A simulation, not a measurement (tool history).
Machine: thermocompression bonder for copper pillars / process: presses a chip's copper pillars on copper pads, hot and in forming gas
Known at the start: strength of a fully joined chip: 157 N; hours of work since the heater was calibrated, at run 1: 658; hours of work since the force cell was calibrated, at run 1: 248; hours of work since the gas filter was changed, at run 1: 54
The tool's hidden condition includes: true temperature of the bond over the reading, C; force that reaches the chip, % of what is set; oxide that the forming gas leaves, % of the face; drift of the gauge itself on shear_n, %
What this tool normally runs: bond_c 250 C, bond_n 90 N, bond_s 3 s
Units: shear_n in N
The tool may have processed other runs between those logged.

run    hour  bond_c  bond_n  bond_s  hours of work since the heater was calibrated  hours of work since the force cell was calibrated  hours of work since the gas filter was changed  shear_n
  1       0     250      90       3                                            658                                                248                                              54    109.9
  2    78.4     250      90       3                                            697                                                287                                              94    105.8
  3   129.2     250      56       3                                            723                                                313                                             119     86.4
  4   179.4     250      56       3                                            748                                                338                                             145     86.8
  5   251.1     250      56       3                                            784                                                374                                             181     85.2
  6   296.2     250      56       3                                            807                                                397                                             203     86.6
  7   345.4     250      56       3                                            832                                                422                                             228     86.8
  8   401.1     242      90       3                                            860                                                450                                             256     97.1
      413.4  -- forming gas filter changed
  9   480.3     242      90       3                                            900                                                490                                              34    102.1
 10   562.9     242      90       3                                            941                                                531                                              75     99.8
 11   641.9     250      90       3                                            981                                                571                                             115    108.6
 12   698.7     250      90       2                                           1010                                                600                                             144     97.1
 13   746.3     250      90       3                                           1034                                                624                                             168    106.8
 14   828.6     269      90       3                                           1075                                                665                                             209    118.6
 15   907.1     269      90       3                                           1115                                                705                                             249    117.6
      932.9  -- forming gas filter changed
 16   950.5     269      90       3                                           1136                                                726                                               9    126.3
 17     996     250     133       4                                           1159                                                749                                              32    131.5
 18  1071.7     245      58       2                                           1198                                                787                                              70     74.4
 19  1124.7     245      61       3                                           1224                                                814                                              97     87.2
 20  1170.1     248     104       5                                           1247                                                837                                             120    126.1
 21  1252.1     233      62       5                                           1288                                                878                                             161     89.4
 22  1292.9     233      63       2                                           1309                                                899                                             181     66.4
 23  1365.1     270      63       7                                           1345                                                935                                             218      128
 24  1414.4     250      90       2                                           1370                                                960                                             243     93.9
     1454.6  -- forming gas filter changed
 25  1471.7     250      90       2                                           1399                                                989                                               9     95.1
 26  1535.5     269      57       4                                           1431                                               1021                                              41    118.2
 27  1591.5     269      63       4                                           1459                                               1049                                              69    121.5
 28  1673.8     269     105       4                                           1501                                               1091                                             110    133.5

3 ways to go on from here, each from the tool as it stands after run 28. What would each give?
  A  1709.8     248      55       8                                           1519                                               1109                                             129        ?
  B  1709.8     248      81       4                                           1519                                               1109                                             129        ?
  C  1709.8     250      90       5                                           1519                                               1109                                             129        ?

run  shear_n
  A    115.9
  B    111.1
  C    121.1
With no hidden state in the tool, these same runs would have given:
run  shear_n
  A    115.8
  B    110.9
  C    121.5

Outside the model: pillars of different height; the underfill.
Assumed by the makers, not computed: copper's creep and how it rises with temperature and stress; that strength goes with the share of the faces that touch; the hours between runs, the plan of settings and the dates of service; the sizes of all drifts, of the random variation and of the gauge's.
